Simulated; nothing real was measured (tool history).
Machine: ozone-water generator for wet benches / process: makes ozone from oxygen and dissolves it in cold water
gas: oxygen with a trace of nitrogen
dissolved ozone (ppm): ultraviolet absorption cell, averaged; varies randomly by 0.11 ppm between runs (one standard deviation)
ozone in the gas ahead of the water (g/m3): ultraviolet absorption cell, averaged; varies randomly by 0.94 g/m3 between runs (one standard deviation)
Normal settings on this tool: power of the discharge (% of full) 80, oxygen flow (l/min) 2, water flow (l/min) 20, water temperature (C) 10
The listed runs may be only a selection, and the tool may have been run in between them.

run,hour,power of the discharge (% of full),oxygen flow (l/min),water flow (l/min),water temperature (C),dissolved ozone (ppm),ozone in the gas ahead of the water (g/m3)
1,0,80,2,20,10,8.9,158.7
2,29.2,80,2,20,10,8.8,157.9
3,79.9,80,2,20,10,9,155.4
4,122.8,80,2,20,10,8.9,156.1
5,174.7,80,2,20,10,8.9,157.4
6,208,80,2,20,8,9.1,157.4
# hour 216.3: contactor cleaned
# hour 216.8: water thermometer calibrated
7,243.4,80,2,20,8,8.8,157.6
8,280.7,80,1.01,20,9,6.5,206.3
9,333.9,57,1.06,13,14,9,167.3
10,379.8,80,1.09,20,10,6.7,201.5
11,404.8,55,1.06,23,10,4.5,161.5

A few steps of dissolved ozone (ppm) between consecutive runs. Split each: what settings, incoming material and random variation would produce without the hidden state, and what is left over for the hidden state, along with gauge scatter present in only one of the two compared results (measured, and without hidden state):
The hidden state here: yield of the discharge, % of new electrodes'; contactor's efficiency, % of a clean one's; true water temperature over the reading, C; drift of the gauge itself on ozone_ppm, %; drift of the gauge itself on gas_g_m3, %.
Run 7 -> 8: oxygen flow (l/min) 2 -> 1.01, water temperature (C) 8 -> 9. dissolved ozone (ppm) -2.3: hidden state +0.3, all else -2.6.
Run 8 -> 9: power of the discharge (% of full) 80 -> 57, oxygen flow (l/min) 1.01 -> 1.06, water flow (l/min) 20 -> 13, water temperature (C) 9 -> 14. dissolved ozone (ppm) +2.5: hidden state -0.1, all else +2.6.
